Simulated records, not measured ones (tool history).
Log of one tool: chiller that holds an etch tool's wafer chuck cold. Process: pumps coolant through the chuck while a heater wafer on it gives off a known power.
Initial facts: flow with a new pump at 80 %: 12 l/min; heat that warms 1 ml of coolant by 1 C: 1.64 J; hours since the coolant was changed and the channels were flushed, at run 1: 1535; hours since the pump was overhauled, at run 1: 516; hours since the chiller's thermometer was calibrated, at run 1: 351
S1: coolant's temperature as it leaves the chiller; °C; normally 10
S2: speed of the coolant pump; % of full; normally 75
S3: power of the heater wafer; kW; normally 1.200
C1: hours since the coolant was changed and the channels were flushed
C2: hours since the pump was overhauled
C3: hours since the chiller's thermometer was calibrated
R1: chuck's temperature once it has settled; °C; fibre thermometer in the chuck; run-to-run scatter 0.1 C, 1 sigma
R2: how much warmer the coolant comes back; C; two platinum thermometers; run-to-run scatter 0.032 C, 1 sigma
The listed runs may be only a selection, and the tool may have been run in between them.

run,hour,S1,S2,S3,C1,C2,C3,R1,R2
1,0.0,10,75,1.200,1535,516,351,23.4,3.88
2,45.9,10,79,1.200,1581,562,397,22.9,3.69
3,90.4,10,79,1.200,1625,606,441,23.0,3.73
4,116.4,10,75,1.200,1651,632,467,23.3,3.88
5,140.3,10,96,1.200,1675,656,491,21.3,2.99
6,173.1,10,96,1.200,1708,689,524,21.5,2.94
7,199.0,10,75,1.200,1734,715,550,23.3,3.82
8,238.4,10,75,1.200,1773,754,589,23.6,3.81
9,266.4,10,75,1.200,1801,782,617,23.4,3.78
10,290.5,19,75,1.200,1825,807,641,32.3,3.86
11,315.8,19,69,1.200,1851,832,666,33.1,4.24
12,341.1,10,75,0.701,1876,857,692,18.0,2.13
13,376.4,10,75,0.701,1911,892,727,17.7,2.16
14,397.6,10,75,0.701,1932,914,748,17.7,2.13
15,429.9,10,75,0.701,1965,946,781,17.9,2.12
16,457.8,10,75,0.747,1993,974,809,18.2,2.29
17,487.9,10,75,0.747,2023,1004,839,18.2,2.22
18,517.5,10,87,1.254,2052,1034,868,22.7,3.29
19,563.0,10,87,1.254,2098,1079,914,22.7,3.24
20,599.6,8,87,1.625,2134,1116,950,24.6,4.30
21,631.0,17,87,0.772,2166,1147,982,24.8,1.89
22,652.9,17,87,0.772,2188,1169,1004,24.8,1.91
23,692.2,13,99,0.772,2227,1208,1043,20.1,1.58
24,736.4,13,99,1.634,2271,1252,1087,28.2,3.65
25,762.2,13,99,1.634,2297,1278,1113,28.1,3.65
26,784.7,13,74,1.530,2319,1301,1135,30.2,4.82
27,813.3,17,86,1.530,2348,1329,1164,32.6,4.00
28,835.1,10,60,1.530,2370,1351,1186,29.6,6.06
29,866.0,10,67,0.807,2401,1382,1217,19.9,2.67
30,904.8,10,67,0.807,2440,1421,1255,19.8,2.61
31,944.1,3,97,1.591,2479,1460,1295,18.1,3.53
32,985.9,3,97,1.591,2521,1502,1337,17.9,3.45

What if the next run were any one of these 4? Each begins from the tool's condition after run 32:
A,1030.6,11,62,1.603,2565,1547,1381,?,?
B,1030.6,3,84,0.791,2565,1547,1381,?,?
C,1030.6,1,97,1.494,2565,1547,1381,?,?
D,1030.6,11,83,0.770,2565,1547,1381,?,?

run,R1,R2
A,31.3,6.06
B,11.3,1.91
C,15.0,3.24
D,19.0,1.79
With the hidden condition removed and each run's random variation left untouched, the same runs would have given:
run,R1,R2
A,31.2,6.45
B,11.3,2.30
C,15.0,3.63
D,19.0,2.18
